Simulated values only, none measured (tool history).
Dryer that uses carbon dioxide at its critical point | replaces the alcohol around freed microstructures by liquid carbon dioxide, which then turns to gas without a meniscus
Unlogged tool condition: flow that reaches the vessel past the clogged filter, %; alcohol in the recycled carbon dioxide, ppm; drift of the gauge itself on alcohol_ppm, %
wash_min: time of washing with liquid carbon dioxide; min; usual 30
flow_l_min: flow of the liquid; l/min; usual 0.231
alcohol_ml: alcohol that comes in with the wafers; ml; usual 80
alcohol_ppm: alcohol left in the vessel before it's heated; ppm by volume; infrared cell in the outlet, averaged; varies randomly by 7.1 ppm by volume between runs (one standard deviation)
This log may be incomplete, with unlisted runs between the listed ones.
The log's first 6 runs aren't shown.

run	hour	wash_min	flow_l_min	alcohol_ml	hours of work since the filter was changed	hours of work since the purifier's bed was changed	alcohol_ppm
7	56.9	30	0.367	80	179	155	64
8	66.3	30	0.367	80	182	158	55
9	75.5	30	0.367	80	186	162	60
10	85.1	30	0.367	80	189	165	58
11	93.0	30	0.231	80	192	168	621
12	103.6	30	0.231	80	196	172	609
13	115.7	30	0.143	80	200	176	3922
14	128.1	30	0.144	80	205	181	3684
15	140.6	30	0.231	77	209	185	615
16	152.1	35	0.353	67	214	189	35
17	159.8	22	0.353	67	216	192	327
18	171.1	22	0.353	79	220	196	405
19	181.4	23	0.353	79	224	200	318
20	193.8	23	0.353	79	229	204	323
21	200.3	25	0.277	80	231	207	716
22	207.3	25	0.277	80	233	209	729
23	216.2	28	0.231	38	237	212	476
24	225.7	32	0.141	81	240	216	3562
25	230.9	30	0.149	80	242	218	3565
26	242.7	30	0.140	22	246	222	1202
27	248.8	30	0.140	22	248	224	1227
28	260.4	27	0.218	80	253	228	1443
# hour 269.3: inlet filter changed
29	273.6	32	0.233	64	2	233	202
30	282.2	26	0.189	80	5	236	1697

4 ways to go on from here, each from the tool as it stands after run 30. What would each give?
A	290.6	20	0.311	92	8	239	?
B	290.6	20	0.192	53	8	239	?
C	290.6	33	0.181	94	8	239	?
D	290.6	22	0.189	80	8	239	?

run	alcohol_ppm
A	746
B	2585
C	874
D	2938
Had the tool no hidden state, the same runs would have come out as:
run	alcohol_ppm
A	702
B	2512
C	827
D	2854
